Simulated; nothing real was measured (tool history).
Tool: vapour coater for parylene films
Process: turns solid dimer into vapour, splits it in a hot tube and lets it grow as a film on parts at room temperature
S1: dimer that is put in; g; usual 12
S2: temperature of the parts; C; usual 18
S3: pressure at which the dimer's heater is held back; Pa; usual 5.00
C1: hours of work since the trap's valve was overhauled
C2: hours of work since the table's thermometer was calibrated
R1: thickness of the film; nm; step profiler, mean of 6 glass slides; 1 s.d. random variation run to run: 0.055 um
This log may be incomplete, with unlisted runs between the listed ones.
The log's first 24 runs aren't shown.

run 25 hour=738.1 | S1=18 S2=16 S3=5.00 | C1=472 C2=1232 | R1=10790
run 26 hour=777.0 | S1=7 S2=20 S3=5.00 | C1=493 C2=1253 | R1=3780
run 27 hour=801.6 | S1=22 S2=18 S3=5.00 | C1=506 C2=1266 | R1=12310
run 28 hour=839.2 | S1=12 S2=27 S3=11.42 | C1=527 C2=1287 | R1=5030
run 29 hour=860.1 | S1=20 S2=27 S3=11.42 | C1=539 C2=1299 | R1=8250
run 30 hour=879.4 | S1=8 S2=15 S3=3.29 | C1=549 C2=1309 | R1=4970
run 31 hour=916.8 | S1=8 S2=15 S3=3.29 | C1=570 C2=1330 | R1=4960
run 32 hour=948.7 | S1=22 S2=16 S3=6.69 | C1=587 C2=1347 | R1=12070
run 33 hour=979.1 | S1=22 S2=16 S3=6.69 | C1=604 C2=1364 | R1=11940
run 34 hour=1009.6 | S1=22 S2=16 S3=6.69 | C1=621 C2=1381 | R1=12080

Expected results for the next run?
run 35 hour=1046.8 | S1=9 S2=18 S3=8.43 | C1=641 C2=1401 | R1=?

{"run 35": {"R1": 4540}}
Were there no unlogged condition in the tool, this run, its random variation unchanged, would have produced R1 5260 nm.
